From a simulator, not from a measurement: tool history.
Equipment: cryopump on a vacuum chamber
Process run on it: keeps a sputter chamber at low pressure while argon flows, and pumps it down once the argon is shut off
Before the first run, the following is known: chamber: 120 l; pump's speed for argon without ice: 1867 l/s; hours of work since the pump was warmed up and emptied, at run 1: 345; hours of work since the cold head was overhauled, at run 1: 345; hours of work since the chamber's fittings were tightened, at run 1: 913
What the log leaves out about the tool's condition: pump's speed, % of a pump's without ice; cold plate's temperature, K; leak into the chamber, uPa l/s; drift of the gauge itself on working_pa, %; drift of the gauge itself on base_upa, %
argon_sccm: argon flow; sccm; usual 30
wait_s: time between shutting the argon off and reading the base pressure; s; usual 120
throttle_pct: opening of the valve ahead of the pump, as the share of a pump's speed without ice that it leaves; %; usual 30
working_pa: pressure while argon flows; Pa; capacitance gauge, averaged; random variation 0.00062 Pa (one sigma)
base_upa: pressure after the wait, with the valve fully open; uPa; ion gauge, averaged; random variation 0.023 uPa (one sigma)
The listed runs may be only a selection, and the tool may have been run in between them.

run   hour  argon_sccm  wait_s  throttle_pct  hours of work since the pump was warmed up and emptied  hours of work since the cold head was overhauled  hours of work since the chamber's fittings were tightened  working_pa  base_upa
  1      0          30     120            30                                                     345                                               345                                                        913       0.093      2.07
  2   18.1          30     120            30                                                     362                                               362                                                        929      0.0934      2.08
  3   41.4          30     120            30                                                     382                                               382                                                        950      0.0935      2.19
  4   64.3          30     120            30                                                     403                                               403                                                        970      0.0936      2.14
  5   81.9          30     120            30                                                     419                                               419                                                        986      0.0948      2.25
  6   97.1          30     120            39                                                     432                                               432                                                       1000      0.0734      2.24
  7  109.7          30     120            39                                                     444                                               444                                                       1011      0.0732      2.17
  8  130.4          35     120            30                                                     462                                               462                                                       1030      0.1108      2.33
  9  146.4          35     120            30                                                     476                                               476                                                       1044      0.1096      2.31
 10  166.5          35     120            30                                                     494                                               494                                                       1062      0.1107      2.34
 11    192          35     120            20                                                     517                                               517                                                       1085      0.1625      2.39
 12  217.1          30     120            44                                                     540                                               540                                                       1107      0.0654      2.45
 13  235.5          30     120            44                                                     556                                               556                                                       1124      0.0662       2.6
 14  258.4          30     120            30                                                     577                                               577                                                       1144      0.0947      2.53
 15  279.9          30     120            30                                                     596                                               596                                                       1163       0.095      2.56
 16  293.5          30     120            40                                                     608                                               608                                                       1176      0.0731      2.57
 17  307.4          30     120            40                                                     621                                               621                                                       1188      0.0731      2.69

Run 18 comes next. What will it give?
 18  330.6          30     120            40                                                     641                                               641                                                       1209           ?         ?

{"run 18": {"working_pa": 0.0737, "base_upa": 2.57}}
On a tool with no hidden condition, and with the same random variation, this run would have come out at working_pa 0.0683 Pa, base_upa 0.69 uPa.
